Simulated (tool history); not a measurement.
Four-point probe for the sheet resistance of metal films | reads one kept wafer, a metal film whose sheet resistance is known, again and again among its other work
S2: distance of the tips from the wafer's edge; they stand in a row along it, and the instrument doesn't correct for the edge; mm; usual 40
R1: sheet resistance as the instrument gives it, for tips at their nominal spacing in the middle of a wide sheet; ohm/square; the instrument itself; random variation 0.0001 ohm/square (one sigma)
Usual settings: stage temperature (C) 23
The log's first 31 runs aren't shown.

run 32 hour=860.9 | stage_temperature_(C)=34 S2=40 | R1=0.494896
run 33 hour=896.0 | stage_temperature_(C)=33 S2=24 | R1=0.495875
-- hour=899.5 stage's thermometer calibrated, once more
run 34 hour=915.1 | stage_temperature_(C)=21 S2=11 | R1=0.502716
run 35 hour=938.6 | stage_temperature_(C)=21 S2=11 | R1=0.502812
run 36 hour=976.1 | stage_temperature_(C)=21 S2=62 | R1=0.499330
run 37 hour=1005.5 | stage_temperature_(C)=24 S2=62 | R1=0.498176
run 38 hour=1034.9 | stage_temperature_(C)=24 S2=51 | R1=0.498081
run 39 hour=1068.6 | stage_temperature_(C)=22 S2=12 | R1=0.502081
run 40 hour=1089.6 | stage_temperature_(C)=22 S2=12 | R1=0.502132
run 41 hour=1120.0 | stage_temperature_(C)=32 S2=40 | R1=0.495232
run 42 hour=1154.8 | stage_temperature_(C)=23 S2=29 | R1=0.499169
run 43 hour=1186.1 | stage_temperature_(C)=21 S2=70 | R1=0.499456
run 44 hour=1204.9 | stage_temperature_(C)=23 S2=28 | R1=0.499289

5 ways to go on from here, each from the tool as it stands after run 44. What would each give?
run A hour=1240.2 | stage_temperature_(C)=23 S2=22 | R1=?
run B hour=1240.2 | stage_temperature_(C)=26 S2=40 | R1=?
run C hour=1240.2 | stage_temperature_(C)=23 S2=11 | R1=?
run D hour=1240.2 | stage_temperature_(C)=29 S2=11 | R1=?
run E hour=1240.2 | stage_temperature_(C)=23 S2=23 | R1=?

run=A R1=0.499503
run=B R1=0.497633
run=C R1=0.502259
run=D R1=0.499782
run=E R1=0.499654
Without the tool's hidden state the same runs would have given:
run=A R1=0.498242
run=B R1=0.496377
run=C R1=0.500991
run=D R1=0.498522
run=E R1=0.498393

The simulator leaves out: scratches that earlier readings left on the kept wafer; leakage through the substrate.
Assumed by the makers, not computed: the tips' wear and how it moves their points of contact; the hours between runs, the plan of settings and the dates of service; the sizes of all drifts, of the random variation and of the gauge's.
